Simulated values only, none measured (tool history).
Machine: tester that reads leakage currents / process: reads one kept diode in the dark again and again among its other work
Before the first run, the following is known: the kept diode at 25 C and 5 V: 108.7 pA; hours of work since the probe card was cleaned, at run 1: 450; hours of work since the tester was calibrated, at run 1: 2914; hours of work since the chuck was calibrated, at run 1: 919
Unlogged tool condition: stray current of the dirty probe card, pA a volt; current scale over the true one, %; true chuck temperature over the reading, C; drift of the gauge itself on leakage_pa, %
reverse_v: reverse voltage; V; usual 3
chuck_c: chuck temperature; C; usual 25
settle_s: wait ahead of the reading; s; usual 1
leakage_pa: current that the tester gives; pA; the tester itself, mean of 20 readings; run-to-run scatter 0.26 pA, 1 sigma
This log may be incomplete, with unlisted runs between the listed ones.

run	day	reverse_v	chuck_c	settle_s	hours of work since the probe card was cleaned	hours of work since the tester was calibrated	hours of work since the chuck was calibrated	leakage_pa
1	0	3	25	1	450	2914	919	87.22
2	5.946	3	25	1	535	2999	1004	86.7
3	14.8	3	25	1	661	3125	1130	86.93
# day 20.538: tester calibrated
4	20.921	3	25	6.11	747	5	1217	85.3
5	27.35	3	25	1	839	97	1308	85.02
6	33.108	3	25	1	921	179	1390	85.21
7	37.279	3	25	1	981	239	1450	85.32
8	45.646	3	25	1	1100	358	1569	85.6
9	49.771	3	25	1	1159	417	1628	86.03
10	55.783	3	46	1	1245	503	1714	436.17
11	61.604	3	46	1	1328	586	1797	433.85
12	69.342	3	46	1	1438	696	1907	435.13
13	73.367	3	46	1	1495	753	1964	435.73
14	80.875	3	46	1	1602	860	2072	434.29
15	88.75	3	26	1	1715	973	2184	93.8
16	95.908	3	58	6.2	1817	1075	2286	1013.11
17	104.238	3	58	4.55	1936	1194	2405	1013.11
# day 110.829: chuck's temperature calibrated
18	113.579	7.24	25	1.32	2068	1326	39	142.82
19	118.579	7.24	23	1.32	2139	1397	111	121.89
20	127.096	1.14	25	1.17	2260	1518	232	56.54
21	136.296	1.96	30	7.46	2392	1650	363	109
22	143.804	3	30	1	2499	1757	470	135.78
23	151.325	11.38	25	1	2606	1864	578	184.1
24	156.617	3	45	1	2681	1939	653	422.65
25	162.375	8.52	25	3.11	2763	2021	735	156.82
# day 164.4: probe card cleaned and baked
26	169.088	2.61	45	3.11	67	2115	829	388.55
27	176.908	2.24	45	3.11	178	2227	941	361.76
28	182.388	2.24	24	0.69	256	2305	1019	69.26
29	187.658	2.24	24	0.69	332	2380	1094	69.2

Below are 3 alternative next runs, each starting from the tool's condition after run 29. Predict each:
A	195.488	3.46	23	1.36	443	2492	1205	?
B	195.488	20	22	2.65	443	2492	1205	?
C	195.488	8.5	25	0.31	443	2492	1205	?

run	leakage_pa
A	78.19
B	169.54
C	148.2
Without the tool's unlogged condition, the same runs would have read:
run	leakage_pa
A	77.7
B	164.3
C	146.43
